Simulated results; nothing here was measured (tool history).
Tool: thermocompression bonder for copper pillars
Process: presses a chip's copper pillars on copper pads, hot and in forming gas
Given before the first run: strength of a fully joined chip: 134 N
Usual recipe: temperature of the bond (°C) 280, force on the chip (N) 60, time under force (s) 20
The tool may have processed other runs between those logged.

| run | hour | temperature of the bond (°C) | force on the chip (N) | time under force (s) | force that shears a chip off (N) |
|---|---|---|---|---|---|
| 1 | 0 | 280 | 60 | 20 | 46.2 |
| 2 | 13.5 | 280 | 60 | 20 | 45.9 |
| 3 | 23.5 | 280 | 60 | 20 | 45.9 |
| 4 | 39 | 280 | 60 | 20 | 45.8 |
| 5 | 51.9 | 280 | 60 | 29 | 53 |
|  | 68.1 | forming gas filter changed |
| 6 | 68.8 | 280 | 60 | 23 | 50.2 |
| 7 | 88.8 | 280 | 60 | 23 | 50.8 |
| 8 | 102.3 | 251 | 60 | 20 | 35.4 |
| 9 | 117.1 | 251 | 60 | 53 | 52.7 |
| 10 | 134 | 251 | 60 | 53 | 52.7 |
| 11 | 148.5 | 251 | 60 | 53 | 52.2 |
| 12 | 161.4 | 302 | 50 | 47 | 69.7 |
| 13 | 179.1 | 262 | 84 | 23 | 51.4 |
| 14 | 195.7 | 253 | 88 | 23 | 48.2 |
| 15 | 207.9 | 280 | 44 | 20 | 39 |
| 16 | 220.1 | 308 | 55 | 20 | 56.6 |
| 17 | 234.6 | 291 | 66 | 17 | 51.3 |

Run 18 comes next. What will it give?
| 18 | 248.6 | 291 | 66 | 17 | ? |

{"run 18": {"force that shears a chip off (N)": 51.7}}
If the tool had no hidden condition, the same run with the same run-to-run variation would have returned force that shears a chip off (N) 51.8.

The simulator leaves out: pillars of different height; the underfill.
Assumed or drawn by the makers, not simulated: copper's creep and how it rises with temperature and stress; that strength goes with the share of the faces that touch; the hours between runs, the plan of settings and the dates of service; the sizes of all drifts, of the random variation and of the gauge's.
